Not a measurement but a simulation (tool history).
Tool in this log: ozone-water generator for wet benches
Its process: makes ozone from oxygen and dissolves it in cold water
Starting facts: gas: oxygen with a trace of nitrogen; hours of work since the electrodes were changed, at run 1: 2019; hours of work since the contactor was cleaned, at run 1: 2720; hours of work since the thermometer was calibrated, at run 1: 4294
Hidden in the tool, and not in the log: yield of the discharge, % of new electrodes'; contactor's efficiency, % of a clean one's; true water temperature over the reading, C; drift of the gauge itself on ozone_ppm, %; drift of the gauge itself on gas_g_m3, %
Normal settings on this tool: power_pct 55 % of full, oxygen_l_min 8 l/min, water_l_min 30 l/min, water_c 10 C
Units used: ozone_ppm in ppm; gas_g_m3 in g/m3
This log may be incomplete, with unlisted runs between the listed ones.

run    hour  power_pct  oxygen_l_min  water_l_min  water_c  hours of work since the electrodes were changed  hours of work since the contactor was cleaned  hours of work since the thermometer was calibrated  ozone_ppm  gas_g_m3
  1       0         55             8           30       10                                             2019                                           2720                                                4294       17.8     139.5
  2   199.4         55             8           30       10                                             2189                                           2889                                                4464       17.8     138.5
  3   362.1         55          4.81           30       10                                             2327                                           3027                                                4602       16.1     177.8
  4   554.9         55          7.58           30       10                                             2490                                           3191                                                4765       17.4     142.5
  5   722.7         55          7.58           30       10                                             2633                                           3333                                                4908       17.6     141.8
  6     939         55             8           30       10                                             2816                                           3517                                                5091       17.5     139.2
  7  1162.2         55             8           30       10                                             3006                                           3706                                                5281       17.2     138.3
  8  1339.4         55             8           30       10                                             3156                                           3857                                                5431       17.5     138.1
  9  1496.9         55             8           29       10                                             3290                                           3990                                                5565       17.9     138.3
     1508.9  -- water thermometer calibrated
 10  1635.3         55             8           30       10                                             3407                                           4108                                                 107       17.4     135.3
 11  1808.8         55             8           30       10                                             3554                                           4255                                                 255       16.9     136.4
 12  1942.9         55             8           30       10                                             3668                                           4369                                                 368         17     137.3
 13  2104.7         55             8           30       10                                             3805                                           4506                                                 506       16.9     135.9
     2187.5  -- water thermometer calibrated, once more
 14    2308         55             8           30       10                                             3977                                           4678                                                 102       16.7     136.4
 15  2526.3         55             8           30       10                                             4163                                           4863                                                 288       17.2     136.3
 16  2689.8         55             8           30       10                                             4301                                           5002                                                 426       16.8     135.6
 17  2883.3         55         10.14           20        8                                             4466                                           5166                                                 591       24.4       119
 18  3063.2         65             8           30        8                                             4618                                           5319                                                 743       19.2     150.4
 19  3156.4         65             8           21        8                                             4697                                           5398                                                 822         26       149
 20  3364.4         65         10.97           21        6                                             4874                                           5575                                                 999       26.9     127.1

Run 21 has not been measured yet. What should we expect?
 21  3555         55          4.42           30       13                                             5036                                           5736                                                1161          ?         ?

Run 21 gave ozone_ppm 14.6 ppm, gas_g_m3 177.4 g/m3.
On a tool with no hidden condition, and with the same random variation, this run would have come out at ozone_ppm 16.5 ppm, gas_g_m3 191.5 g/m3.
